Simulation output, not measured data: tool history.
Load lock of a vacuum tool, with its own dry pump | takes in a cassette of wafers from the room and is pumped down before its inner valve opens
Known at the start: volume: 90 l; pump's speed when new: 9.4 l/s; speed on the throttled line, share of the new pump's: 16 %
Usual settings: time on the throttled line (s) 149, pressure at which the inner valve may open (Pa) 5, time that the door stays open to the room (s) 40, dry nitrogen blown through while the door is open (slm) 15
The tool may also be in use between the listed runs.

run    hour  time on the throttled line (s)  pressure at which the inner valve may open (Pa)  time that the door stays open to the room (s)  dry nitrogen blown through while the door is open (slm)  incoming humidity of the room's air, %  time from the closed door until the inner valve may open (s)  rise of the pressure with all valves shut (Pa/min)
  1       0                             149                                                5                                             40                                                       15                                    45.1                                                         222.7                                               0.036
  2   110.9                             149                                                5                                             40                                                       15                                    39.3                                                         224.5                                               0.031
  3   240.5                             149                                                5                                             40                                                       15                                      45                                                         223.8                                               0.037
  4   339.1                             149                                                5                                             40                                                       15                                    44.9                                                         225.6                                               0.038
  5   445.9                             149                                                5                                             40                                                       15                                    42.5                                                         222.9                                               0.042
  6   602.2                             149                                                5                                             40                                                        9                                    45.2                                                         225.6                                               0.035
  7   776.7                             149                                                5                                             40                                                        9                                    48.4                                                         224.4                                               0.048
  8   956.8                             149                                                5                                             40                                                        9                                    40.9                                                         223.6                                               0.037
  9  1113.8                             149                                                5                                             40                                                        9                                    45.7                                                         224.8                                               0.046
 10  1260.5                             149                                                5                                             40                                                       15                                      48                                                         225.4                                               0.034
 11  1443.8                             149                                                5                                             40                                                       15                                    47.7                                                         226.6                                               0.033
 12  1557.1                             149                                                5                                             40                                                       26                                    46.9                                                         227.1                                               0.037
 13  1698.7                             149                                                5                                             40                                                       26                                    46.8                                                         228.2                                               0.036
 14  1777.6                              82                                                5                                             40                                                       15                                    47.9                                                         170.2                                               0.038
 15  1959.6                             149                                                5                                             40                                                        9                                    47.5                                                         225.6                                               0.046
 16  2126.4                             149                                                5                                             40                                                       10                                    44.1                                                         227.1                                               0.042
 17    2239                             149                                                5                                             40                                                       10                                    43.1                                                         227.6                                               0.048
 18  2375.9                             149                                                5                                             40                                                       10                                    42.3                                                         226.2                                               0.052
 19  2562.9                             149                                                5                                             40                                                       15                                    46.5                                                         226.3                                               0.042
 20  2733.3                             143                                                5                                            183                                                       41                                      50                                                         222.9                                               0.053
 21  2824.3                              99                                                5                                             33                                                        4                                    43.5                                                         185.5                                               0.047
 22  3006.6                             232                                                5                                            155                                                        6                                    46.2                                                         295.4                                               0.092
 23  3103.9                             232                                                5                                            155                                                        6                                    43.5                                                         298.3                                               0.095
 24  3280.3                             149                                                5                                             57                                                       15                                    44.9                                                         228.8                                               0.049
 25  3432.3                              82                                                5                                             34                                                       37                                    40.9                                                         174.8                                               0.035
 26  3603.7                             287                                                5                                             32                                                       18                                    46.2                                                         341.4                                               0.043
 27  3707.7                             149                                                5                                             70                                                       28                                    42.1                                                         230.2                                               0.044
 28  3842.4                             166                                                5                                            235                                                       37                                    45.1                                                         243.6                                               0.061
 29  3933.4                             163                                                6                                            124                                                       42                                    40.3                                                         238.6                                               0.047
 30  4033.2                             108                                                5                                            111                                                       15                                    44.4                                                         196.7                                                0.07
 31  4118.8                             149                                                6                                            115                                                       12                                    46.7                                                         227.4                                               0.073
 32  4216.3                             149                                                9                                             93                                                       15                                    45.3                                                         223.2                                               0.064
 33  4362.7                             149                                                9                                             93                                                       15                                    44.4                                                         222.4                                               0.066
 34  4438.8                             149                                                9                                             93                                                       15                                    45.7                                                         223.7                                               0.066
 35  4522.2                             149                                                9                                             93                                                       15                                    45.6                                                         224.3                                               0.065
 36  4679.5                             149                                                9                                             93                                                       15                                    42.1                                                         223.8                                               0.062
 37  4795.2                             149                                                5                                             95                                                        8                                    47.5                                                         232.1                                               0.082
 38  4957.5                             149                                                5                                             95                                                        8                                    40.5                                                         230.8                                               0.078

Hidden state or all else? Some run-to-run changes of time from the closed door until the inner valve may open (s), split into what the settings, what came in and random variation would give without the hidden state, and what is left for the hidden state (with any gauge scatter that isn't in both results):
The hidden state here: pump's speed, % of a new pump's; leak at the door's seal, Pa l/s; drift of the gauge itself on ready_s, %; drift of the gauge itself on rise_pa_min, %.
Run 21 -> 22: time on the throttled line (s) 99 -> 232, time that the door stays open to the room (s) 33 -> 155, dry nitrogen blown through while the door is open (slm) 4 -> 6. time from the closed door until the inner valve may open (s) +109.9: hidden state -1.7, all else +111.6.
Run 25 -> 26: time on the throttled line (s) 82 -> 287, time that the door stays open to the room (s) 34 -> 32, dry nitrogen blown through while the door is open (slm) 37 -> 18. time from the closed door until the inner valve may open (s) +166.6: hidden state -3.1, all else +169.7.
Run 26 -> 27: time on the throttled line (s) 287 -> 149, time that the door stays open to the room (s) 32 -> 70, dry nitrogen blown through while the door is open (slm) 18 -> 28. time from the closed door until the inner valve may open (s) -111.2: hidden state +2.4, all else -113.6.
